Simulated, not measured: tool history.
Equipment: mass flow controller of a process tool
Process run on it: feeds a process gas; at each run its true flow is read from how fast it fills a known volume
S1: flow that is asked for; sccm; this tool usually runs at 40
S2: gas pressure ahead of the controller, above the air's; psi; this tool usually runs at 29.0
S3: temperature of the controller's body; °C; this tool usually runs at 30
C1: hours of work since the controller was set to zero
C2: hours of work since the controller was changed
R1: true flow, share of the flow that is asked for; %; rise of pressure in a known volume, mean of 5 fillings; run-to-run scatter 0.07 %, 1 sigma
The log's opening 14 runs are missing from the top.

{"run": 15, "hour": 2132.0, "S1": 40, "S2": 29.0, "S3": 34, "C1": 908, "C2": 908, "R1": 97.93}
{"run": 16, "hour": 2358.6, "S1": 40, "S2": 25.5, "S3": 30, "C1": 1066, "C2": 1066, "R1": 97.87}
{"run": 17, "hour": 2532.9, "S1": 79, "S2": 39.5, "S3": 21, "C1": 1188, "C2": 1188, "R1": 98.24}
{"run": 18, "hour": 2683.0, "S1": 40, "S2": 29.0, "S3": 32, "C1": 1293, "C2": 1293, "R1": 97.63}
{"run": 19, "hour": 2922.0, "S1": 40, "S2": 29.0, "S3": 32, "C1": 1460, "C2": 1460, "R1": 97.61}
{"run": 20, "hour": 3147.0, "S1": 19, "S2": 29.0, "S3": 35, "C1": 1617, "C2": 1617, "R1": 97.95}
{"run": 21, "hour": 3280.1, "S1": 40, "S2": 29.3, "S3": 23, "C1": 1710, "C2": 1710, "R1": 97.49}
{"run": 22, "hour": 3493.3, "S1": 40, "S2": 29.4, "S3": 23, "C1": 1859, "C2": 1859, "R1": 97.44}
{"run": 23, "hour": 3601.3, "S1": 46, "S2": 33.1, "S3": 22, "C1": 1934, "C2": 1934, "R1": 97.18}
{"run": 24, "hour": 3799.4, "S1": 47, "S2": 34.1, "S3": 22, "C1": 2073, "C2": 2073, "R1": 97.29}
{"run": 25, "hour": 3995.0, "S1": 34, "S2": 26.5, "S3": 29, "C1": 2210, "C2": 2210, "R1": 97.44}
{"run": 26, "hour": 4174.5, "S1": 22, "S2": 25.1, "S3": 25, "C1": 2335, "C2": 2335, "R1": 97.72}

Predict the results of run 27:
{"run": 27, "hour": 4326.5, "S1": 40, "S2": 29.0, "S3": 38, "C1": 2441, "C2": 2441, "R1": "?"}

Logged for run 27: R1 97.58 %.
Take away the tool's hidden state, keep the run-to-run variation as it was, and the same run would have given R1 98.29 %.
